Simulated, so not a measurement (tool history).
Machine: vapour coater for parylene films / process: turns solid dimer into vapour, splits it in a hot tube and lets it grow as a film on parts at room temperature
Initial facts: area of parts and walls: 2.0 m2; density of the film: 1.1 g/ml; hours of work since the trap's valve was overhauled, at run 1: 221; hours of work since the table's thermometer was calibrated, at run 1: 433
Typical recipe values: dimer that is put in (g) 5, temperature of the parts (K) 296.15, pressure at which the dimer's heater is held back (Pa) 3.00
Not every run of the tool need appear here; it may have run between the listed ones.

| run | hour | dimer that is put in (g) | temperature of the parts (K) | pressure at which the dimer's heater is held back (Pa) | hours of work since the trap's valve was overhauled | hours of work since the table's thermometer was calibrated | thickness of the film (nm) |
|---|---|---|---|---|---|---|---|
| 1 | 0.0 | 5 | 296.15 | 3.00 | 221 | 433 | 1348 |
| 2 | 29.0 | 5 | 296.15 | 3.00 | 240 | 452 | 1330 |
|  | 46.7 | trap's valve overhauled |
| 3 | 50.9 | 5 | 296.15 | 3.00 | 3 | 464 | 1306 |
| 4 | 82.2 | 5 | 296.15 | 3.00 | 24 | 485 | 1293 |
| 5 | 113.2 | 5 | 294.15 | 3.00 | 45 | 506 | 1389 |
|  | 127.6 | trap's valve overhauled, once more |
| 6 | 143.0 | 5 | 294.15 | 3.00 | 10 | 523 | 1499 |
| 7 | 165.0 | 3 | 297.15 | 6.00 | 25 | 538 | 714 |
| 8 | 187.9 | 9 | 296.15 | 7.29 | 40 | 554 | 2167 |
| 9 | 220.6 | 7 | 292.15 | 4.66 | 62 | 576 | 2043 |
| 10 | 241.3 | 3 | 297.15 | 4.33 | 76 | 589 | 761 |

A few steps of thickness of the film (nm) between consecutive runs. Split each: what settings, incoming material and random variation would produce without the hidden state, and what is left over for the hidden state, along with gauge scatter present in only one of the two compared results (measured, and without hidden state):
What the log doesn't record here: vapour lost through the trap's worn valve, %; true temperature of the parts over the reading, C; drift of the gauge itself on film_um, %.
Run 5 -> 6: trap's valve overhauled, once more. thickness of the film (nm) +110: hidden state +124, all else -14.
Run 7 -> 8: dimer that is put in (g) 3 -> 9, temperature of the parts (K) 297.15 -> 296.15, pressure at which the dimer's heater is held back (Pa) 6.00 -> 7.29. thickness of the film (nm) +1453: hidden state -44, all else +1497.

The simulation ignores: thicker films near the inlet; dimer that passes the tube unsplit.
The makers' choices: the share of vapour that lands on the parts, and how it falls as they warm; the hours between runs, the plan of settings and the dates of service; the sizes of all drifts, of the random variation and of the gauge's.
